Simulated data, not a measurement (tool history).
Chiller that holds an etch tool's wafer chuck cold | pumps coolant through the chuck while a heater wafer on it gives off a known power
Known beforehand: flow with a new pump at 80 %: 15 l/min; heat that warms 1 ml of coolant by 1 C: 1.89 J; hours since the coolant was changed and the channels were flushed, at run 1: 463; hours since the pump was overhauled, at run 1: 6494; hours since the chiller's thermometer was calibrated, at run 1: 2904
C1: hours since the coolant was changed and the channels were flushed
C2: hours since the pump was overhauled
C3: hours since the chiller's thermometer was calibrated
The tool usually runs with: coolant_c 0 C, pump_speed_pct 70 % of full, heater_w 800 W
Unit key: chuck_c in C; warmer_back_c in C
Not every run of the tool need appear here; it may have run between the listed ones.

{"run": 1, "hour": 0.0, "coolant_c": 0, "pump_speed_pct": 70, "heater_w": 800, "C1": 463, "C2": 6494, "C3": 2904, "chuck_c": 7.2, "warmer_back_c": 2.01}
{"run": 2, "hour": 184.0, "coolant_c": 0, "pump_speed_pct": 70, "heater_w": 1070, "C1": 647, "C2": 6678, "C3": 3088, "chuck_c": 9.7, "warmer_back_c": 2.58}
{"run": 3, "hour": 296.4, "coolant_c": 0, "pump_speed_pct": 70, "heater_w": 800, "C1": 759, "C2": 6790, "C3": 3200, "chuck_c": 7.3, "warmer_back_c": 1.99}
{"run": 4, "hour": 441.5, "coolant_c": 6, "pump_speed_pct": 70, "heater_w": 800, "C1": 904, "C2": 6935, "C3": 3345, "chuck_c": 13.2, "warmer_back_c": 1.97}
{"run": 5, "hour": 628.7, "coolant_c": 0, "pump_speed_pct": 70, "heater_w": 800, "C1": 1092, "C2": 7122, "C3": 3533, "chuck_c": 7.3, "warmer_back_c": 1.97}
{"run": 6, "hour": 717.9, "coolant_c": 0, "pump_speed_pct": 70, "heater_w": 800, "C1": 1181, "C2": 7211, "C3": 3622, "chuck_c": 7.4, "warmer_back_c": 1.96}
{"run": 7, "hour": 830.0, "coolant_c": 0, "pump_speed_pct": 70, "heater_w": 656, "C1": 1293, "C2": 7324, "C3": 3734, "chuck_c": 5.9, "warmer_back_c": 1.63}
{"run": 8, "hour": 1022.4, "coolant_c": 0, "pump_speed_pct": 65, "heater_w": 800, "C1": 1485, "C2": 7516, "C3": 3926, "chuck_c": 7.6, "warmer_back_c": 2.15}
{"run": 9, "hour": 1186.9, "coolant_c": 0, "pump_speed_pct": 65, "heater_w": 800, "C1": 1650, "C2": 7680, "C3": 4091, "chuck_c": 7.5, "warmer_back_c": 2.1}
{"run": 10, "hour": 1363.0, "coolant_c": 0, "pump_speed_pct": 65, "heater_w": 481, "C1": 1826, "C2": 7857, "C3": 4267, "chuck_c": 4.6, "warmer_back_c": 1.25}
{"run": 11, "hour": 1526.4, "coolant_c": 0, "pump_speed_pct": 71, "heater_w": 800, "C1": 1989, "C2": 8020, "C3": 4430, "chuck_c": 7.3, "warmer_back_c": 1.88}
{"run": 12, "hour": 1732.3, "coolant_c": -6, "pump_speed_pct": 71, "heater_w": 469, "C1": 2195, "C2": 8226, "C3": 4636, "chuck_c": -1.7, "warmer_back_c": 1.18}
{"run": 13, "hour": 1897.1, "coolant_c": 6, "pump_speed_pct": 97, "heater_w": 583, "C1": 2360, "C2": 8391, "C3": 4801, "chuck_c": 10.3, "warmer_back_c": 0.98}
{"run": 14, "hour": 2021.9, "coolant_c": 0, "pump_speed_pct": 70, "heater_w": 415, "C1": 2485, "C2": 8515, "C3": 4926, "chuck_c": 3.7, "warmer_back_c": 1.01}
{"hour": 2113.8, "done": "chiller's thermometer calibrated"}
{"run": 15, "hour": 2161.0, "coolant_c": 0, "pump_speed_pct": 70, "heater_w": 415, "C1": 2623, "C2": 8654, "C3": 47, "chuck_c": 3.8, "warmer_back_c": 0.99}
{"run": 16, "hour": 2280.0, "coolant_c": 0, "pump_speed_pct": 70, "heater_w": 468, "C1": 2742, "C2": 8773, "C3": 166, "chuck_c": 4.1, "warmer_back_c": 1.13}
{"run": 17, "hour": 2422.5, "coolant_c": -8, "pump_speed_pct": 65, "heater_w": 1171, "C1": 2884, "C2": 8915, "C3": 309, "chuck_c": 3.2, "warmer_back_c": 3.09}
{"run": 18, "hour": 2569.3, "coolant_c": -8, "pump_speed_pct": 65, "heater_w": 1171, "C1": 3031, "C2": 9062, "C3": 455, "chuck_c": 3.4, "warmer_back_c": 3.11}
{"run": 19, "hour": 2771.1, "coolant_c": 0, "pump_speed_pct": 69, "heater_w": 968, "C1": 3233, "C2": 9264, "C3": 657, "chuck_c": 8.7, "warmer_back_c": 2.41}
{"run": 20, "hour": 2954.6, "coolant_c": 0, "pump_speed_pct": 98, "heater_w": 1056, "C1": 3416, "C2": 9447, "C3": 841, "chuck_c": 7.5, "warmer_back_c": 1.8}
{"run": 21, "hour": 3123.1, "coolant_c": -10, "pump_speed_pct": 70, "heater_w": 800, "C1": 3585, "C2": 9616, "C3": 1009, "chuck_c": -2.8, "warmer_back_c": 1.98}

Here are 3 independent what-if runs from the current tool condition. What would each one return?
{"run": "A", "hour": 3242.9, "coolant_c": 7, "pump_speed_pct": 70, "heater_w": 800, "C1": 3705, "C2": 9735, "C3": 1129, "chuck_c": "?", "warmer_back_c": "?"}
{"run": "B", "hour": 3242.9, "coolant_c": -5, "pump_speed_pct": 76, "heater_w": 1114, "C1": 3705, "C2": 9735, "C3": 1129, "chuck_c": "?", "warmer_back_c": "?"}
{"run": "C", "hour": 3242.9, "coolant_c": -7, "pump_speed_pct": 61, "heater_w": 800, "C1": 3705, "C2": 9735, "C3": 1129, "chuck_c": "?", "warmer_back_c": "?"}

run=A chuck_c=14.3 warmer_back_c=1.98
run=B chuck_c=4.6 warmer_back_c=2.52
run=C chuck_c=0.9 warmer_back_c=2.23
Had the tool no hidden state, the same runs would have come out as:
run=A chuck_c=14.3 warmer_back_c=1.98
run=B chuck_c=4.5 warmer_back_c=2.51
run=C chuck_c=0.9 warmer_back_c=2.22
